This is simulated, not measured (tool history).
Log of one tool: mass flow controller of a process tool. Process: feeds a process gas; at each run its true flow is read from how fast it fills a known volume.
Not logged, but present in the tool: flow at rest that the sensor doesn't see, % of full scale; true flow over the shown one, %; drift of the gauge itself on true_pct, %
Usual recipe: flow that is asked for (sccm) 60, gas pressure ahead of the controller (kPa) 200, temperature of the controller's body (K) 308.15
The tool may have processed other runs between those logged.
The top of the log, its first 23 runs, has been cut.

run	hour	flow that is asked for (sccm)	gas pressure ahead of the controller (kPa)	temperature of the controller's body (K)	hours of work since the controller was set to zero	hours of work since the controller was changed	true flow (%)
24	2452.3	34	241	303.15	2616	2616	101.12
25	2539.6	52	200	308.15	2680	2680	101.70
26	2666.2	28	200	312.15	2771	2771	101.47
27	2816.4	34	207	298.15	2880	2880	101.01
# hour 2829.4: gauge calibrated
28	2909.4	13	207	311.15	2947	2947	98.84
29	3002.7	60	250	308.15	3015	3015	100.07
30	3163.8	60	140	295.15	3131	3131	99.14
31	3309.9	60	164	308.15	3237	3237	100.00
32	3425.9	60	164	308.15	3321	3321	100.07
33	3517.3	87	254	297.15	3387	3387	100.49
34	3642.9	18	200	295.15	3478	3478	98.70
35	3795.7	18	200	295.15	3589	3589	98.89
36	3954.8	18	200	295.15	3704	3704	99.05
37	4101.8	18	200	295.15	3810	3810	99.11
# hour 4244.5: gauge calibrated
38	4263.9	66	200	302.15	3928	3928	99.41
39	4386.9	60	200	297.15	4017	4017	99.17
40	4538.8	60	200	296.15	4127	4127	99.40
41	4637.6	60	150	301.15	4198	4198	99.36
42	4714.4	60	150	301.15	4254	4254	99.46
43	4847.8	70	208	308.15	4350	4350	100.32
44	4938.2	17	200	296.15	4416	4416	98.65

Alternative continuations, all from the tool just after run 44; predict every row:
A	5110.2	100	209	295.15	4540	4540	?
B	5110.2	12	164	308.15	4540	4540	?
C	5110.2	36	200	313.15	4540	4540	?
D	5110.2	14	200	300.15	4540	4540	?
E	5110.2	15	200	296.15	4540	4540	?

run	true flow (%)
A	100.58
B	99.36
C	100.32
D	98.91
E	98.93
Had the tool no hidden state, the same runs would have come out as:
run	true flow (%)
A	99.81
B	98.54
C	99.54
D	98.10
E	98.12
